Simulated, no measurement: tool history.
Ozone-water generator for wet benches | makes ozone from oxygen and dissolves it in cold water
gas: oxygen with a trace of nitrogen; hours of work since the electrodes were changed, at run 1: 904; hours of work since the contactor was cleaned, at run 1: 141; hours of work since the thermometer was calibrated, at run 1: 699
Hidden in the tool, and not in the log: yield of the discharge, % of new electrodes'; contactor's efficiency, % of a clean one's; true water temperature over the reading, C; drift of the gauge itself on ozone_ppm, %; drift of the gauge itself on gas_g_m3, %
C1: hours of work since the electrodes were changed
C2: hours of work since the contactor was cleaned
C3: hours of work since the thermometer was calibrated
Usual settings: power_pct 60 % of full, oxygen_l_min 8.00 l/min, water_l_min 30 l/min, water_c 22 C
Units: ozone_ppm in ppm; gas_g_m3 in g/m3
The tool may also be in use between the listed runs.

Run 1, hour 0.0: usual settings; C1 904; C2 141; C3 699. Result: ozone_ppm 20.7 ppm, gas_g_m3 177.4 g/m3.
Run 2, hour 26.7: usual settings; C1 927; C2 163; C3 721. Result: ozone_ppm 20.6 ppm, gas_g_m3 179.9 g/m3.
Run 3, hour 55.5: usual settings; C1 951; C2 187; C3 745. Result: ozone_ppm 21.0 ppm, gas_g_m3 180.9 g/m3.
Run 4, hour 72.9: usual settings; C1 965; C2 202; C3 760. Result: ozone_ppm 20.9 ppm, gas_g_m3 179.2 g/m3.
Run 5, hour 100.3: usual settings; C1 988; C2 224; C3 782. Result: ozone_ppm 20.8 ppm, gas_g_m3 179.7 g/m3.
Run 6, hour 124.2: usual settings but water_l_min 36 l/min; C1 1008; C2 244; C3 802. Result: ozone_ppm 18.3 ppm, gas_g_m3 181.3 g/m3.
Run 7, hour 145.7: usual settings but water_l_min 36 l/min; C1 1026; C2 262; C3 820. Result: ozone_ppm 18.6 ppm, gas_g_m3 179.7 g/m3.
Run 8, hour 166.7: usual settings but water_l_min 36 l/min; C1 1043; C2 280; C3 838. Result: ozone_ppm 18.4 ppm, gas_g_m3 179.2 g/m3.
Run 9, hour 182.9: usual settings but water_l_min 36 l/min; C1 1057; C2 293; C3 851. Result: ozone_ppm 18.4 ppm, gas_g_m3 178.5 g/m3.
Run 10, hour 205.6: usual settings but water_c 28 C; C1 1075; C2 312; C3 870. Result: ozone_ppm 19.3 ppm, gas_g_m3 178.8 g/m3.
Run 11, hour 227.7: usual settings but water_c 28 C; C1 1094; C2 330; C3 888. Result: ozone_ppm 19.0 ppm, gas_g_m3 177.8 g/m3.
Run 12, hour 245.3: usual settings but water_c 28 C; C1 1108; C2 345; C3 903. Result: ozone_ppm 19.1 ppm, gas_g_m3 178.0 g/m3.
Run 13, hour 268.2: usual settings; C1 1128; C2 364; C3 922. Result: ozone_ppm 20.9 ppm, gas_g_m3 179.7 g/m3.
Run 14, hour 293.8: usual settings; C1 1149; C2 385; C3 943. Result: ozone_ppm 20.7 ppm, gas_g_m3 177.8 g/m3.
Run 15, hour 308.9: usual settings; C1 1161; C2 398; C3 956. Result: ozone_ppm 20.9 ppm, gas_g_m3 178.8 g/m3.
Run 16, hour 339.1: usual settings; C1 1186; C2 423; C3 981. Result: ozone_ppm 20.6 ppm, gas_g_m3 178.1 g/m3.
Run 17, hour 363.6: usual settings but power_pct 83 % of full, water_c 24 C; C1 1207; C2 443; C3 1001. Result: ozone_ppm 24.0 ppm, gas_g_m3 216.0 g/m3.
Run 18, hour 378.0: usual settings but power_pct 83 % of full, water_c 24 C; C1 1219; C2 455; C3 1013. Result: ozone_ppm 24.1 ppm, gas_g_m3 213.6 g/m3.
Run 19, hour 400.3: usual settings but power_pct 56 % of full, oxygen_l_min 4.11 l/min, water_l_min 19 l/min, water_c 29 C; C1 1237; C2 474; C3 1032. Result: ozone_ppm 22.4 ppm, gas_g_m3 222.1 g/m3.
Run 20, hour 425.0: usual settings but water_l_min 18 l/min, water_c 27 C; C1 1258; C2 495; C3 1053. Result: ozone_ppm 25.0 ppm, gas_g_m3 178.0 g/m3.
Run 21, hour 453.2: usual settings but power_pct 47 % of full, oxygen_l_min 5.92 l/min, water_c 16 C; C1 1281; C2 518; C3 1076. Result: ozone_ppm 18.7 ppm, gas_g_m3 173.5 g/m3.
Run 22, hour 472.8: usual settings but power_pct 47 % of full, oxygen_l_min 5.92 l/min, water_c 16 C; C1 1298; C2 534; C3 1092. Result: ozone_ppm 18.8 ppm, gas_g_m3 176.4 g/m3.
Run 23, hour 488.4: usual settings but power_pct 54 % of full, oxygen_l_min 6.83 l/min, water_l_min 18 l/min, water_c 26 C; C1 1311; C2 547; C3 1105. Result: ozone_ppm 24.4 ppm, gas_g_m3 179.8 g/m3.
Run 24, hour 511.6: usual settings but power_pct 54 % of full, oxygen_l_min 6.83 l/min, water_l_min 18 l/min, water_c 26 C; C1 1330; C2 567; C3 1125. Result: ozone_ppm 24.3 ppm, gas_g_m3 178.2 g/m3.
Run 25, hour 536.7: usual settings but oxygen_l_min 7.27 l/min, water_l_min 34 l/min; C1 1351; C2 587; C3 1145. Result: ozone_ppm 18.7 ppm, gas_g_m3 183.6 g/m3.
Run 26, hour 566.7: usual settings but power_pct 59 % of full, oxygen_l_min 10.53 l/min, water_l_min 45 l/min, water_c 28 C; C1 1376; C2 612; C3 1170. Result: ozone_ppm 15.2 ppm, gas_g_m3 160.0 g/m3.
Run 27, hour 596.1: usual settings but power_pct 59 % of full, oxygen_l_min 10.53 l/min, water_l_min 45 l/min, water_c 28 C; C1 1400; C2 637; C3 1195. Result: ozone_ppm 15.1 ppm, gas_g_m3 159.6 g/m3.
Run 28, hour 612.5: usual settings but water_c 18 C; C1 1414; C2 650; C3 1208. Result: ozone_ppm 22.1 ppm, gas_g_m3 178.5 g/m3.
Run 29, hour 632.1: usual settings but power_pct 97 % of full, oxygen_l_min 9.46 l/min, water_l_min 37 l/min, water_c 19 C; C1 1430; C2 667; C3 1225. Result: ozone_ppm 25.6 ppm, gas_g_m3 218.4 g/m3.
Run 30, hour 646.7: usual settings but power_pct 42 % of full, oxygen_l_min 4.14 l/min; C1 1442; C2 679; C3 1237. Result: ozone_ppm 15.3 ppm, gas_g_m3 190.1 g/m3.
Run 31, hour 678.2: usual settings but oxygen_l_min 6.50 l/min; C1 1469; C2 705; C3 1263. Result: ozone_ppm 20.3 ppm, gas_g_m3 195.2 g/m3.
Run 32, hour 695.9: usual settings but power_pct 76 % of full, oxygen_l_min 6.50 l/min, water_l_min 33 l/min; C1 1483; C2 720; C3 1278. Result: ozone_ppm 21.8 ppm, gas_g_m3 220.9 g/m3.

Forecast each of these 4 alternatives for the next run:
Run A, hour 721.0: usual settings but power_pct 76 % of full, oxygen_l_min 12.07 l/min, water_l_min 24 l/min; C1 1504; C2 741; C3 1299. Result: ozone_ppm ?, gas_g_m3 ?.
Run B, hour 721.0: usual settings but power_pct 96 % of full, oxygen_l_min 4.51 l/min, water_l_min 20 l/min; C1 1504; C2 741; C3 1299. Result: ozone_ppm ?, gas_g_m3 ?.
Run C, hour 721.0: usual settings but power_pct 99 % of full, oxygen_l_min 6.44 l/min, water_l_min 27 l/min; C1 1504; C2 741; C3 1299. Result: ozone_ppm ?, gas_g_m3 ?.
Run D, hour 721.0: usual settings but power_pct 82 % of full, water_l_min 24 l/min, water_c 16 C; C1 1504; C2 741; C3 1299. Result: ozone_ppm ?, gas_g_m3 ?.

run  ozone_ppm  gas_g_m3
  A       27.4     174.2
  B       32.7     292.5
  C       28.7     261.1
  D       31.5     213.2
Without the tool's hidden state the same runs would have given:
run  ozone_ppm  gas_g_m3
  A       27.4     174.3
  B       32.7     292.7
  C       28.7     261.3
  D       31.6     213.3
